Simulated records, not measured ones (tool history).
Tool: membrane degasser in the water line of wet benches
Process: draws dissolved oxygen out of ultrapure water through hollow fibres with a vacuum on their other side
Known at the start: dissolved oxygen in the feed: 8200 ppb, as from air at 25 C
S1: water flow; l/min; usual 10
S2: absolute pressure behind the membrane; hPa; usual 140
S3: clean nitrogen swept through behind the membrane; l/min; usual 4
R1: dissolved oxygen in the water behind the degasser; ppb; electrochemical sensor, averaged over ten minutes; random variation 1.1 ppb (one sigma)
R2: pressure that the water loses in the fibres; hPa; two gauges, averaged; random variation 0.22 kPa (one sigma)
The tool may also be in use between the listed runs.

{"run": 1, "hour": 0.0, "S1": 10, "S2": 140, "S3": 4, "R1": 102.4, "R2": 536.4}
{"run": 2, "hour": 126.3, "S1": 10, "S2": 140, "S3": 4, "R1": 103.2, "R2": 538.8}
{"run": 3, "hour": 220.3, "S1": 10, "S2": 140, "S3": 4, "R1": 104.4, "R2": 538.1}
{"run": 4, "hour": 365.7, "S1": 10, "S2": 107, "S3": 4, "R1": 82.7, "R2": 534.7}
{"run": 5, "hour": 475.0, "S1": 10, "S2": 107, "S3": 8.31, "R1": 59.1, "R2": 537}
{"run": 6, "hour": 593.7, "S1": 10, "S2": 107, "S3": 8.31, "R1": 59.7, "R2": 538.7}
{"run": 7, "hour": 692.9, "S1": 10, "S2": 140, "S3": 4, "R1": 104.5, "R2": 538.8}
{"run": 8, "hour": 842.6, "S1": 10, "S2": 140, "S3": 4, "R1": 105.1, "R2": 540.1}
{"run": 9, "hour": 1010.4, "S1": 10, "S2": 140, "S3": 4, "R1": 104, "R2": 537}
{"run": 10, "hour": 1130.7, "S1": 10, "S2": 140, "S3": 4, "R1": 101.4, "R2": 540.6}
{"run": 11, "hour": 1278.6, "S1": 10, "S2": 140, "S3": 4, "R1": 101.7, "R2": 543}
{"run": 12, "hour": 1371.9, "S1": 10, "S2": 140, "S3": 4.25, "R1": 99.5, "R2": 538.5}
{"run": 13, "hour": 1568.8, "S1": 10, "S2": 140, "S3": 4, "R1": 104.7, "R2": 544.1}
{"run": 14, "hour": 1666.9, "S1": 10, "S2": 115, "S3": 4, "R1": 87.5, "R2": 538.5}
{"run": 15, "hour": 1789.8, "S1": 10, "S2": 115, "S3": 4, "R1": 88.3, "R2": 541.9}
{"hour": 1959.4, "done": "seals of the vacuum lines changed"}
{"run": 16, "hour": 1985.1, "S1": 10, "S2": 115, "S3": 4, "R1": 87.9, "R2": 543.4}
{"run": 17, "hour": 2087.5, "S1": 10, "S2": 115, "S3": 4, "R1": 88.1, "R2": 545.3}
{"run": 18, "hour": 2209.7, "S1": 14, "S2": 112, "S3": 2.33, "R1": 185.5, "R2": 757.2}
{"run": 19, "hour": 2362.1, "S1": 14, "S2": 112, "S3": 2.33, "R1": 185.9, "R2": 759}
{"run": 20, "hour": 2503.4, "S1": 13, "S2": 277, "S3": 4, "R1": 253.4, "R2": 702.7}
{"run": 21, "hour": 2659.7, "S1": 7, "S2": 140, "S3": 5.55, "R1": 50.4, "R2": 378.5}
{"run": 22, "hour": 2844.5, "S1": 7, "S2": 140, "S3": 5.55, "R1": 49.5, "R2": 381.2}
{"run": 23, "hour": 2974.1, "S1": 7, "S2": 140, "S3": 5.55, "R1": 49.7, "R2": 382.4}
{"hour": 2988.3, "done": "vacuum gauge calibrated"}
{"run": 24, "hour": 3071.3, "S1": 10, "S2": 159, "S3": 4, "R1": 113.3, "R2": 547.3}
{"run": 25, "hour": 3202.8, "S1": 10, "S2": 162, "S3": 9.47, "R1": 71.6, "R2": 543.4}
{"run": 26, "hour": 3369.2, "S1": 10, "S2": 162, "S3": 9.47, "R1": 71.3, "R2": 543.6}
{"run": 27, "hour": 3497.5, "S1": 10, "S2": 149, "S3": 9.51, "R1": 68.5, "R2": 549}
{"run": 28, "hour": 3615.6, "S1": 10, "S2": 149, "S3": 9.51, "R1": 68, "R2": 551.3}
{"run": 29, "hour": 3765.5, "S1": 12, "S2": 146, "S3": 2.4, "R1": 190.2, "R2": 652.7}
{"run": 30, "hour": 3868.3, "S1": 11, "S2": 140, "S3": 3.35, "R1": 133.3, "R2": 598.3}
{"run": 31, "hour": 4053.9, "S1": 11, "S2": 140, "S3": 3.35, "R1": 131.5, "R2": 600.1}

4 ways to go on from here, each from the tool as it stands after run 31. What would each give?
{"run": "A", "hour": 4252.6, "S1": 9, "S2": 140, "S3": 3.35, "R1": "?", "R2": "?"}
{"run": "B", "hour": 4252.6, "S1": 10, "S2": 293, "S3": 2.35, "R1": "?", "R2": "?"}
{"run": "C", "hour": 4252.6, "S1": 7, "S2": 111, "S3": 3.35, "R1": "?", "R2": "?"}
{"run": "D", "hour": 4252.6, "S1": 13, "S2": 323, "S3": 2.26, "R1": "?", "R2": "?"}

run=A R1=99.8 R2=495.2
run=B R1=297.9 R2=547.3
run=C R1=57.3 R2=383.9
run=D R1=445.4 R2=714.8
Without the tool's hidden state the same runs would have given:
run=A R1=99.7 R2=484.6
run=B R1=297.8 R2=535.6
run=C R1=57.2 R2=375.7
run=D R1=445.2 R2=699.4
